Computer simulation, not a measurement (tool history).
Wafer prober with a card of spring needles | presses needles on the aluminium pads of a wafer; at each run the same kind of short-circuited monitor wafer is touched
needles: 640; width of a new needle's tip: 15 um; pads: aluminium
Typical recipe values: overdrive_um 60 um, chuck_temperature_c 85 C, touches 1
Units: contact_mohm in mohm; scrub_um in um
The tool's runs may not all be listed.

| run | hour | overdrive_um | chuck_temperature_c | touches | contact_mohm | scrub_um |
|---|---|---|---|---|---|---|
| 1 | 0 | 60 | 85 | 1 | 253 | 13.43 |
| 2 | 9.3 | 60 | 85 | 1 | 260 | 13.43 |
|  | 11.6 | tips cleaned on abrasive film |
| 3 | 14.9 | 60 | 85 | 1 | 221 | 13.42 |
| 4 | 25.4 | 60 | 85 | 1 | 241 | 13.4 |
| 5 | 37.7 | 60 | 85 | 1 | 252 | 13.42 |
| 6 | 48.2 | 60 | 85 | 1 | 257 | 13.39 |
|  | 49.8 | tips cleaned on abrasive film |
| 7 | 54.3 | 60 | 85 | 1 | 223 | 13.42 |
| 8 | 63.9 | 60 | 85 | 1 | 247 | 13.38 |
| 9 | 69.9 | 60 | 85 | 1 | 249 | 13.42 |
| 10 | 78.7 | 60 | 85 | 1 | 259 | 13.38 |
|  | 88.4 | tips cleaned on abrasive film |
| 11 | 90.2 | 60 | 85 | 1 | 220 | 13.35 |
| 12 | 96.1 | 60 | 85 | 1 | 236 | 13.33 |
| 13 | 104.6 | 60 | 85 | 1 | 248 | 13.35 |
| 14 | 112.5 | 75 | 85 | 1 | 240 | 16.73 |
| 15 | 122.2 | 75 | 85 | 1 | 244 | 16.71 |
|  | 126.7 | tips cleaned on abrasive film |
| 16 | 129.7 | 75 | 85 | 1 | 216 | 16.7 |
| 17 | 137.3 | 75 | 81 | 1 | 224 | 16.74 |
| 18 | 147.9 | 75 | 81 | 1 | 236 | 16.75 |
| 19 | 157.5 | 75 | 81 | 1 | 243 | 16.78 |
| 20 | 163.8 | 62 | 48 | 1 | 249 | 13.79 |
|  | 164.5 | tips cleaned on abrasive film |
| 21 | 172 | 62 | 48 | 1 | 225 | 13.79 |
|  | 173.1 | height of the first contact set anew |
| 22 | 179.3 | 62 | 48 | 1 | 233 | 13.72 |
| 23 | 188.7 | 62 | 48 | 1 | 250 | 13.72 |
| 24 | 200.8 | 60 | 111 | 1 | 262 | 13.26 |
|  | 203.3 | tips cleaned on abrasive film |
| 25 | 208 | 60 | 111 | 1 | 230 | 13.25 |
| 26 | 214.1 | 47 | 62 | 2 | 232 | 10.33 |
| 27 | 223 | 47 | 49 | 1 | 272 | 10.31 |
|  | 229.8 | height of the first contact set anew, once more |
| 28 | 232.6 | 42 | 27 | 2 | 249 | 9.52 |
|  | 241.5 | tips cleaned on abrasive film |
| 29 | 241.7 | 51 | 114 | 1 | 219 | 11.52 |
| 30 | 250.2 | 54 | 43 | 2 | 217 | 12.2 |
| 31 | 257.6 | 48 | 43 | 3 | 224 | 10.85 |
| 32 | 266.9 | 48 | 43 | 3 | 222 | 10.8 |
|  | 279.7 | tips cleaned on abrasive film |
| 33 | 279.7 | 48 | 123 | 2 | 221 | 10.82 |
| 34 | 291.2 | 44 | 51 | 1 | 260 | 9.92 |
| 35 | 302.3 | 44 | 51 | 1 | 275 | 9.92 |
| 36 | 307.4 | 44 | 51 | 1 | 280 | 9.88 |

Same runs, no hidden state in the tool, same run-to-run variation:
Hidden state at play: debris on the tips, nm; way that the needles fall short of the set height, um; tips' diameter, um; drift of the gauge itself on contact_mohm, %; drift of the gauge itself on scrub_um, %.
| run | contact_mohm | scrub_um |
|---|---|---|
| 1 | 207 | 13.55 |
| 2 | 210 | 13.55 |
| 3 | 207 | 13.57 |
| 4 | 206 | 13.55 |
| 5 | 206 | 13.57 |
| 6 | 208 | 13.53 |
| 7 | 205 | 13.58 |
| 8 | 211 | 13.55 |
| 9 | 207 | 13.59 |
| 10 | 211 | 13.55 |
| 11 | 208 | 13.53 |
| 12 | 209 | 13.52 |
| 13 | 208 | 13.54 |
| 14 | 207 | 16.92 |
| 15 | 207 | 16.9 |
| 16 | 206 | 16.9 |
| 17 | 202 | 16.94 |
| 18 | 205 | 16.96 |
| 19 | 207 | 16.98 |
| 20 | 198 | 13.99 |
| 21 | 199 | 14.01 |
| 22 | 196 | 14 |
| 23 | 203 | 14 |
| 24 | 213 | 13.54 |
| 25 | 213 | 13.56 |
| 26 | 204 | 10.64 |
| 27 | 206 | 10.62 |
| 28 | 198 | 9.52 |
| 29 | 215 | 11.53 |
| 30 | 198 | 12.22 |
| 31 | 204 | 10.87 |
| 32 | 198 | 10.81 |
| 33 | 217 | 10.86 |
| 34 | 207 | 9.96 |
| 35 | 203 | 9.97 |
| 36 | 203 | 9.92 |

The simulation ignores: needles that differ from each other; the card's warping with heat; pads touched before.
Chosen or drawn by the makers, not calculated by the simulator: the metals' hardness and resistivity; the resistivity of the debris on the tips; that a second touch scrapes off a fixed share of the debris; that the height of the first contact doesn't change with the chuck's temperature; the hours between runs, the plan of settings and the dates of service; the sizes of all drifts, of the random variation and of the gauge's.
